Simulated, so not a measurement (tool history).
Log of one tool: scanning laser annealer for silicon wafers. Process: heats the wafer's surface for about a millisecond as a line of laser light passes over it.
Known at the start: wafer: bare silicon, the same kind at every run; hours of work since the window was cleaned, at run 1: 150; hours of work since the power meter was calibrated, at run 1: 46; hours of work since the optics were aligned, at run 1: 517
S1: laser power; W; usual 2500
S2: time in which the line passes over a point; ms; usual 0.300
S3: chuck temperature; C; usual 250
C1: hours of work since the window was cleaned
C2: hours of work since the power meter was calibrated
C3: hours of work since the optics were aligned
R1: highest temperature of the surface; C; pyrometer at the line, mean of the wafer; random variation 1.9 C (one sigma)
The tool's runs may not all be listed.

| run | hour | S1 | S2 | S3 | C1 | C2 | C3 | R1 |
|---|---|---|---|---|---|---|---|---|
| 1 | 0.0 | 2500 | 0.300 | 250 | 150 | 46 | 517 | 1072 |
| 2 | 11.2 | 2500 | 0.300 | 250 | 158 | 54 | 525 | 1073 |
| 3 | 20.5 | 2500 | 0.262 | 250 | 165 | 61 | 533 | 1015 |
| 4 | 30.2 | 2500 | 0.262 | 250 | 173 | 69 | 540 | 1015 |
| 5 | 41.7 | 2500 | 0.262 | 250 | 182 | 78 | 549 | 1017 |
| 6 | 51.9 | 2500 | 0.300 | 281 | 190 | 86 | 557 | 1096 |
| 7 | 62.7 | 2528 | 0.300 | 250 | 198 | 94 | 565 | 1080 |
| 8 | 75.1 | 2500 | 0.300 | 250 | 208 | 104 | 575 | 1065 |
| 9 | 82.2 | 2500 | 0.300 | 250 | 214 | 110 | 581 | 1064 |
| 10 | 88.7 | 2500 | 0.300 | 250 | 219 | 115 | 586 | 1063 |
| 11 | 95.6 | 2252 | 0.268 | 261 | 224 | 120 | 591 | 938 |
| 12 | 104.1 | 2445 | 0.262 | 231 | 231 | 127 | 598 | 970 |
| 13 | 113.0 | 2645 | 0.224 | 213 | 238 | 134 | 605 | 965 |
| 14 | 121.2 | 2645 | 0.224 | 213 | 244 | 140 | 611 | 966 |

Run 15 comes next. What will it give?
| 15 | 130.8 | 2658 | 0.284 | 263 | 251 | 147 | 618 | ? |

R1: 1114 C
Without the tool's hidden state the same run would have given R1 1151 C.
